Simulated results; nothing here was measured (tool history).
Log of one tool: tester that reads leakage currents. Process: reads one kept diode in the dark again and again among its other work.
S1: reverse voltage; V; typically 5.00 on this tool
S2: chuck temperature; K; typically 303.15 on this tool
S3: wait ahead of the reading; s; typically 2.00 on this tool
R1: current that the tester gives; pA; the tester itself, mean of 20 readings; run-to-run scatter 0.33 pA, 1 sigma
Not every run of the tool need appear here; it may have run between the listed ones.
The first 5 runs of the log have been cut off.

run,hour,S1,S2,S3,R1
6,817.1,5.00,300.15,4.33,73.29
7,922.8,5.00,300.15,4.33,73.39
8,1024.5,8.90,303.15,2.00,121.77
9,1108.6,8.90,303.15,2.00,121.28
10,1217.3,8.90,303.15,2.00,122.03
11,1307.7,8.90,303.15,2.00,121.11
12,1498.2,5.00,303.15,2.00,94.14
# hour 1614.2: chuck's temperature calibrated
13,1632.2,5.00,303.15,2.00,114.33
14,1734.1,5.00,303.15,2.00,114.94
15,1897.4,11.76,303.15,2.00,169.99
16,1992.9,16.34,303.15,2.00,198.31
17,2191.3,16.34,303.15,2.00,198.26
18,2304.1,16.34,303.15,2.00,198.68
19,2457.1,5.00,303.15,1.02,113.71
20,2610.8,5.00,303.15,1.02,113.25
21,2754.9,1.09,303.15,1.01,56.62
22,2847.9,17.09,311.15,5.26,367.14
23,3003.0,15.96,309.15,0.36,313.46
24,3132.3,1.80,326.15,0.67,408.17
25,3265.5,1.80,326.15,0.67,406.38
26,3452.8,1.80,326.15,0.67,403.61
# hour 3495.5: probe card cleaned and baked
27,3630.6,1.80,326.15,0.67,393.98
28,3788.1,1.80,326.15,0.67,391.39
29,3898.8,1.05,304.15,1.75,55.65

Forecast run 30:
30,4009.5,5.00,303.15,0.68,?

{"run 30": {"R1": 99.68}}
If the tool had no hidden condition, the same run with the same run-to-run variation would have returned R1 110.71 pA.

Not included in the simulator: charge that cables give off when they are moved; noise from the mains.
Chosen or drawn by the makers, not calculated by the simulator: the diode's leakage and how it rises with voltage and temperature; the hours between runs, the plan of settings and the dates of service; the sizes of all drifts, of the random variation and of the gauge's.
